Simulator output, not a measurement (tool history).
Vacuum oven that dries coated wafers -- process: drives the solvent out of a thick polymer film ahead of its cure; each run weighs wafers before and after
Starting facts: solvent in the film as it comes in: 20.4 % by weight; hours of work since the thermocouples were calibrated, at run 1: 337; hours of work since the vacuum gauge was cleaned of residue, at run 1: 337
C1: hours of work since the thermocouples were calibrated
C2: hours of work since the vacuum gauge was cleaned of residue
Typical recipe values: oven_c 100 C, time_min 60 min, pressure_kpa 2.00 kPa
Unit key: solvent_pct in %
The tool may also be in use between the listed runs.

run 1 hour=0.0 | oven_c=100 time_min=60 pressure_kpa=2.00 | C1=337 C2=337 | solvent_pct=1.12
run 2 hour=71.5 | oven_c=100 time_min=60 pressure_kpa=2.00 | C1=376 C2=376 | solvent_pct=1.11
run 3 hour=169.2 | oven_c=98 time_min=60 pressure_kpa=2.00 | C1=429 C2=429 | solvent_pct=1.32
run 4 hour=216.8 | oven_c=109 time_min=60 pressure_kpa=2.00 | C1=455 C2=455 | solvent_pct=0.46
run 5 hour=288.6 | oven_c=109 time_min=60 pressure_kpa=2.00 | C1=494 C2=494 | solvent_pct=0.46
run 6 hour=364.9 | oven_c=109 time_min=60 pressure_kpa=2.00 | C1=536 C2=536 | solvent_pct=0.47
run 7 hour=449.9 | oven_c=109 time_min=60 pressure_kpa=2.00 | C1=582 C2=582 | solvent_pct=0.47
run 8 hour=514.6 | oven_c=100 time_min=60 pressure_kpa=2.00 | C1=618 C2=618 | solvent_pct=1.14
run 9 hour=573.5 | oven_c=100 time_min=60 pressure_kpa=2.00 | C1=650 C2=650 | solvent_pct=1.13
run 10 hour=660.0 | oven_c=100 time_min=60 pressure_kpa=2.00 | C1=697 C2=697 | solvent_pct=1.09
run 11 hour=753.0 | oven_c=100 time_min=60 pressure_kpa=2.00 | C1=748 C2=748 | solvent_pct=1.10
run 12 hour=814.2 | oven_c=100 time_min=60 pressure_kpa=2.00 | C1=781 C2=781 | solvent_pct=1.12
-- hour=871.2 oven's thermocouples calibrated
run 13 hour=889.5 | oven_c=100 time_min=60 pressure_kpa=2.00 | C1=10 C2=821 | solvent_pct=1.02
run 14 hour=958.6 | oven_c=95 time_min=60 pressure_kpa=2.00 | C1=48 C2=859 | solvent_pct=1.73
run 15 hour=1047.0 | oven_c=100 time_min=60 pressure_kpa=2.00 | C1=96 C2=907 | solvent_pct=1.08
run 16 hour=1108.1 | oven_c=100 time_min=60 pressure_kpa=2.00 | C1=129 C2=940 | solvent_pct=1.02
run 17 hour=1190.2 | oven_c=100 time_min=60 pressure_kpa=2.00 | C1=174 C2=985 | solvent_pct=1.00
run 18 hour=1242.5 | oven_c=100 time_min=60 pressure_kpa=2.00 | C1=203 C2=1014 | solvent_pct=0.98
-- hour=1257.3 oven's thermocouples calibrated, once more
run 19 hour=1300.7 | oven_c=100 time_min=60 pressure_kpa=2.00 | C1=24 C2=1044 | solvent_pct=1.27
run 20 hour=1382.7 | oven_c=100 time_min=73 pressure_kpa=2.00 | C1=68 C2=1089 | solvent_pct=0.91
run 21 hour=1454.1 | oven_c=100 time_min=73 pressure_kpa=2.00 | C1=107 C2=1128 | solvent_pct=0.92
run 22 hour=1555.5 | oven_c=100 time_min=60 pressure_kpa=2.00 | C1=163 C2=1183 | solvent_pct=1.26
run 23 hour=1614.5 | oven_c=100 time_min=60 pressure_kpa=1.85 | C1=195 C2=1215 | solvent_pct=1.20
run 24 hour=1712.1 | oven_c=100 time_min=60 pressure_kpa=2.00 | C1=248 C2=1269 | solvent_pct=1.28
run 25 hour=1761.2 | oven_c=88 time_min=54 pressure_kpa=2.00 | C1=275 C2=1296 | solvent_pct=4.22
run 26 hour=1864.5 | oven_c=94 time_min=31 pressure_kpa=1.46 | C1=331 C2=1352 | solvent_pct=5.30
run 27 hour=1912.2 | oven_c=86 time_min=69 pressure_kpa=1.20 | C1=357 C2=1378 | solvent_pct=3.33
run 28 hour=2007.6 | oven_c=101 time_min=74 pressure_kpa=1.61 | C1=409 C2=1430 | solvent_pct=0.76
run 29 hour=2068.2 | oven_c=105 time_min=95 pressure_kpa=1.55 | C1=443 C2=1463 | solvent_pct=0.45
run 30 hour=2172.4 | oven_c=91 time_min=60 pressure_kpa=2.00 | C1=499 C2=1520 | solvent_pct=2.88
run 31 hour=2277.7 | oven_c=100 time_min=54 pressure_kpa=7.30 | C1=557 C2=1577 | solvent_pct=2.70
run 32 hour=2335.5 | oven_c=114 time_min=54 pressure_kpa=2.05 | C1=588 C2=1609 | solvent_pct=0.48
run 33 hour=2433.7 | oven_c=97 time_min=58 pressure_kpa=1.00 | C1=642 C2=1662 | solvent_pct=1.45
run 34 hour=2512.6 | oven_c=109 time_min=58 pressure_kpa=1.00 | C1=685 C2=1706 | solvent_pct=0.36
-- hour=2605.8 vacuum gauge cleaned of residue and calibrated
run 35 hour=2613.2 | oven_c=86 time_min=60 pressure_kpa=1.00 | C1=739 C2=4 | solvent_pct=3.59
run 36 hour=2720.8 | oven_c=100 time_min=54 pressure_kpa=1.24 | C1=798 C2=63 | solvent_pct=1.05
-- hour=2740.0 oven's thermocouples calibrated
run 37 hour=2798.1 | oven_c=102 time_min=35 pressure_kpa=1.83 | C1=32 C2=104 | solvent_pct=2.46
run 38 hour=2853.7 | oven_c=110 time_min=107 pressure_kpa=1.03 | C1=62 C2=134 | solvent_pct=0.20
run 39 hour=2947.9 | oven_c=110 time_min=107 pressure_kpa=1.03 | C1=113 C2=186 | solvent_pct=0.17
run 40 hour=3020.0 | oven_c=101 time_min=55 pressure_kpa=2.34 | C1=153 C2=225 | solvent_pct=1.27
run 41 hour=3128.8 | oven_c=101 time_min=55 pressure_kpa=2.34 | C1=212 C2=284 | solvent_pct=1.29
run 42 hour=3199.4 | oven_c=98 time_min=73 pressure_kpa=5.74 | C1=251 C2=323 | solvent_pct=1.95
run 43 hour=3246.1 | oven_c=98 time_min=73 pressure_kpa=5.74 | C1=276 C2=348 | solvent_pct=2.01
run 44 hour=3336.1 | oven_c=97 time_min=42 pressure_kpa=1.56 | C1=325 C2=397 | solvent_pct=2.68
run 45 hour=3416.1 | oven_c=108 time_min=60 pressure_kpa=1.07 | C1=369 C2=441 | solvent_pct=0.35
run 46 hour=3489.6 | oven_c=85 time_min=60 pressure_kpa=7.95 | C1=409 C2=481 | solvent_pct=6.49
run 47 hour=3539.3 | oven_c=100 time_min=72 pressure_kpa=2.00 | C1=436 C2=508 | solvent_pct=0.87

Hidden state or all else? Some run-to-run changes of solvent_pct, split into what the settings, what came in and random variation would give without the hidden state, and what is left for the hidden state (with any gauge scatter that isn't in both results):
Hidden state present: true wafer temperature over the reading, C; true pressure over the reading, kPa; drift of the gauge itself on solvent_pct, %.
Run 18 -> 19: oven's thermocouples calibrated, once more. solvent_pct +0.29 %: hidden state +0.24, all else +0.05.
Run 34 -> 35: oven_c 109 -> 86, time_min 58 -> 60, vacuum gauge cleaned of residue and calibrated. solvent_pct +3.23 %: hidden state -0.36, all else +3.59.
Run 45 -> 46: oven_c 108 -> 85, pressure_kpa 1.07 -> 7.95. solvent_pct +6.14 %: hidden state -0.17, all else +6.31.
Run 46 -> 47: oven_c 85 -> 100, time_min 60 -> 72, pressure_kpa 7.95 -> 2.00. solvent_pct -5.62 %: hidden state +0.15, all else -5.77.
